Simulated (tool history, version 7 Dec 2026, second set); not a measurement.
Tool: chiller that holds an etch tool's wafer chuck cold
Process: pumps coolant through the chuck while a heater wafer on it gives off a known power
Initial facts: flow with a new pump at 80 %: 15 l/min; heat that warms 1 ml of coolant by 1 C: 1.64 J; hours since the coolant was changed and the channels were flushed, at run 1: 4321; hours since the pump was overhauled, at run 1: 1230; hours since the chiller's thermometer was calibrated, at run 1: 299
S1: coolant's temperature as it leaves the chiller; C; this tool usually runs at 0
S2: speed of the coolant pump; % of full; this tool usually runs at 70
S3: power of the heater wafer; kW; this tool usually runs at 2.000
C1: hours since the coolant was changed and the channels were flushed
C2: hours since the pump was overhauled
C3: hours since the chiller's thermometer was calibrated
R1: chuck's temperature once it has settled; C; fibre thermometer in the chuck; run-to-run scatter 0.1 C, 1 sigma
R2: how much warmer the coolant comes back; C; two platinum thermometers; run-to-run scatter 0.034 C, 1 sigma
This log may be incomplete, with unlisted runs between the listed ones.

run   hour   S1   S2     S3    C1    C2   C3    R1    R2
  1    0.0    0   70  2.000  4321  1230  299  16.9  5.65
  2   30.7    0   70  2.000  4351  1260  330  16.9  5.71
  3   74.2    0   70  2.000  4395  1304  374  16.9  5.64
  4  117.3    0   70  2.000  4438  1347  417  17.0  5.62
  5  152.7    0   70  2.000  4473  1382  452  17.1  5.64
  6  201.0    0   70  2.000  4522  1431  500  17.0  5.61
  7  226.7    0   95  2.000  4547  1456  526  14.5  4.22
  8  257.8    0   70  2.000  4578  1487  557  17.2  5.76
  9  288.1    9   70  2.000  4609  1518  587  26.2  5.73
 10  329.7    0   70  2.887  4650  1559  629  24.7  8.23
 11  376.7    6   70  2.887  4697  1606  676  30.9  8.23
 12  417.5    6   70  2.887  4738  1647  717  30.7  8.21
 13  462.9    6   70  2.887  4784  1693  762  31.0  8.23
 14  493.5    0  100  2.000  4814  1723  793  14.1  4.03
 15  540.9    0  100  2.000  4862  1771  840  13.9  4.05
 16  578.3    0   70  2.000  4899  1808  878  17.2  5.75
 17  611.7   -9   66  2.000  4932  1841  911   8.9  6.04
 18  641.1   -9   66  2.000  4962  1871  941   8.7  6.09
     649.0  -- coolant pump overhauled
 19  671.7  -10   65  2.608  4987    23  966  13.9  8.16

What will run 20 give?
 20  702.0   9  70  1.000  5018  53  996   ?   ?

{"run 20": {"R1": 17.7, "R2": 2.92}}
If the tool had no hidden condition, the same run with the same run-to-run variation would have returned R1 16.9 C, R2 2.78 C.

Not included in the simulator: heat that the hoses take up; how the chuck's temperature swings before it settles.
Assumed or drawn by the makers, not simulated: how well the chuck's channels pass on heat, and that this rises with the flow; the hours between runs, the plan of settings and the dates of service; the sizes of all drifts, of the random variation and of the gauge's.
